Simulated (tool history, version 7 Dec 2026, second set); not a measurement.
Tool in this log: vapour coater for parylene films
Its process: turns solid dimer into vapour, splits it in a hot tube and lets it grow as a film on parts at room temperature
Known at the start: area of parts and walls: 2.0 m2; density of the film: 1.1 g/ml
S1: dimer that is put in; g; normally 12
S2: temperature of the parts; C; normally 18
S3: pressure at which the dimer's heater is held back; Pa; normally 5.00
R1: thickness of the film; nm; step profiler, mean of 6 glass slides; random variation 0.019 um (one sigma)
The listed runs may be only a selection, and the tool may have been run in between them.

run	hour	S1	S2	S3	R1
1	0.0	12	18	5.00	3850
2	35.2	12	18	5.00	3880
3	72.4	12	18	5.00	3810
4	97.3	12	18	5.00	3870
5	131.0	12	18	5.00	3840
6	166.8	12	18	5.00	3860
7	187.7	12	18	5.00	3880
8	219.1	12	18	5.00	3830
9	247.4	12	18	5.00	3890
10	280.5	12	12	5.00	5050
# hour 290.6: trap's valve overhauled
11	302.8	12	12	5.00	5100
12	328.4	12	12	5.00	5060
13	359.1	12	12	5.00	5070
14	384.7	12	14	5.00	4630
15	417.6	18	18	5.00	5840
16	445.2	18	18	5.00	5860
17	480.2	10	14	5.00	3860
18	503.1	7	23	5.55	1800
19	525.8	7	18	3.39	2350
20	548.3	6	10	8.24	2690
21	568.2	6	10	8.24	2690
# hour 584.0: trap's valve overhauled
22	595.2	6	10	8.24	2700
23	613.7	15	26	5.00	3460
24	648.0	20	10	5.65	9080
25	670.0	17	26	5.65	3850
26	696.8	15	22	3.72	4210
27	718.3	7	18	8.13	2190
28	747.1	7	18	8.13	2220
29	771.3	16	21	2.92	4760

Some steps in R1, run to run, broken into two amounts with sign: the step expected even without the hidden condition (settings, incoming material, random variation), and the rest, left for the hidden condition together with whatever gauge scatter is not in both the measured and the hidden-condition-free result:
Hidden conditions of the tool in this case: vapour lost through the trap's worn valve, %; true temperature of the parts over the reading, C; drift of the gauge itself on film_um, %.
Run 23 -> 24: S1 15 -> 20, S2 26 -> 10, S3 5.00 -> 5.65. R1 +5620 nm: hidden state +90, all else +5530.
Run 24 -> 25: S1 20 -> 17, S2 10 -> 26. R1 -5230 nm: hidden state -70, all else -5160.
